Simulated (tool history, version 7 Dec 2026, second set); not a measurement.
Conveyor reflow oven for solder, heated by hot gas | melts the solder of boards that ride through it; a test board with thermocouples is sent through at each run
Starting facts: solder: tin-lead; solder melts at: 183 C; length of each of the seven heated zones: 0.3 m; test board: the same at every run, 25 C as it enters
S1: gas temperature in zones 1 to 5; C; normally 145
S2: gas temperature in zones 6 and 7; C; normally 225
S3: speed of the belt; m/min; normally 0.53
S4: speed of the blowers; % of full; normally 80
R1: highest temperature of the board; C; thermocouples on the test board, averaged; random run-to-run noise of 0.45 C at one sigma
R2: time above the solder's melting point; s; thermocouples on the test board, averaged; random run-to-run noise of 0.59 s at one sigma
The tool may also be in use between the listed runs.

{"run": 1, "hour": 0.0, "S1": 145, "S2": 225, "S3": 0.53, "S4": 80, "R1": 211.3, "R2": 50.7}
{"run": 2, "hour": 24.7, "S1": 145, "S2": 225, "S3": 0.53, "S4": 58, "R1": 206.1, "R2": 44.1}
{"run": 3, "hour": 60.4, "S1": 145, "S2": 225, "S3": 0.53, "S4": 58, "R1": 206.8, "R2": 45.9}
{"run": 4, "hour": 103.7, "S1": 145, "S2": 225, "S3": 0.53, "S4": 82, "R1": 211.5, "R2": 50.7}
{"run": 5, "hour": 134.5, "S1": 145, "S2": 225, "S3": 0.53, "S4": 82, "R1": 210.3, "R2": 50.3}
{"run": 6, "hour": 166.2, "S1": 145, "S2": 225, "S3": 0.53, "S4": 82, "R1": 210.3, "R2": 49.4}
{"run": 7, "hour": 186.2, "S1": 145, "S2": 225, "S3": 0.53, "S4": 82, "R1": 210.2, "R2": 50}
{"hour": 222.0, "done": "belt drive overhauled, speed set with a stopwatch"}
{"run": 8, "hour": 230.9, "S1": 145, "S2": 225, "S3": 0.53, "S4": 82, "R1": 208.9, "R2": 48.3}
{"run": 9, "hour": 253.7, "S1": 145, "S2": 225, "S3": 0.53, "S4": 80, "R1": 208.3, "R2": 47.5}
{"run": 10, "hour": 291.4, "S1": 139, "S2": 225, "S3": 0.53, "S4": 80, "R1": 208.1, "R2": 43.7}
{"run": 11, "hour": 333.2, "S1": 145, "S2": 225, "S3": 0.53, "S4": 80, "R1": 208.2, "R2": 47.4}
{"run": 12, "hour": 373.5, "S1": 145, "S2": 225, "S3": 0.53, "S4": 80, "R1": 208.7, "R2": 46.7}
{"run": 13, "hour": 406.6, "S1": 145, "S2": 225, "S3": 0.53, "S4": 80, "R1": 208.5, "R2": 46.1}
{"run": 14, "hour": 451.4, "S1": 145, "S2": 225, "S3": 0.53, "S4": 80, "R1": 207.5, "R2": 46.2}
{"run": 15, "hour": 469.7, "S1": 145, "S2": 225, "S3": 0.53, "S4": 80, "R1": 206.8, "R2": 45.9}
{"run": 16, "hour": 506.7, "S1": 145, "S2": 225, "S3": 0.53, "S4": 80, "R1": 207.6, "R2": 45.8}
{"run": 17, "hour": 551.2, "S1": 145, "S2": 225, "S3": 0.53, "S4": 61, "R1": 203.2, "R2": 41.5}
{"run": 18, "hour": 592.6, "S1": 145, "S2": 214, "S3": 0.53, "S4": 80, "R1": 198.3, "R2": 35.5}
{"run": 19, "hour": 621.3, "S1": 145, "S2": 214, "S3": 0.53, "S4": 80, "R1": 197.7, "R2": 35.2}
{"run": 20, "hour": 653.2, "S1": 145, "S2": 239, "S3": 0.53, "S4": 80, "R1": 219.2, "R2": 55.1}
{"run": 21, "hour": 695.4, "S1": 158, "S2": 230, "S3": 0.53, "S4": 80, "R1": 213.4, "R2": 55.1}
{"run": 22, "hour": 722.5, "S1": 138, "S2": 226, "S3": 0.506, "S4": 59, "R1": 202.7, "R2": 39.5}
{"run": 23, "hour": 758.5, "S1": 138, "S2": 233, "S3": 0.567, "S4": 59, "R1": 205, "R2": 35.1}

Run 24 comes next. What will it give?
{"hour": 772.4, "done": "flux residue cleaned out of gas plates and filters"}
{"run": 24, "hour": 786.7, "S1": 141, "S2": 240, "S3": 0.567, "S4": 57, "R1": "?", "R2": "?"}

Run 24 yielded R1 213.8 C, R2 45.4 s.
Take away the tool's hidden state, keep the run-to-run variation as it was, and the same run would have given R1 216.7 C, R2 47.2 s.

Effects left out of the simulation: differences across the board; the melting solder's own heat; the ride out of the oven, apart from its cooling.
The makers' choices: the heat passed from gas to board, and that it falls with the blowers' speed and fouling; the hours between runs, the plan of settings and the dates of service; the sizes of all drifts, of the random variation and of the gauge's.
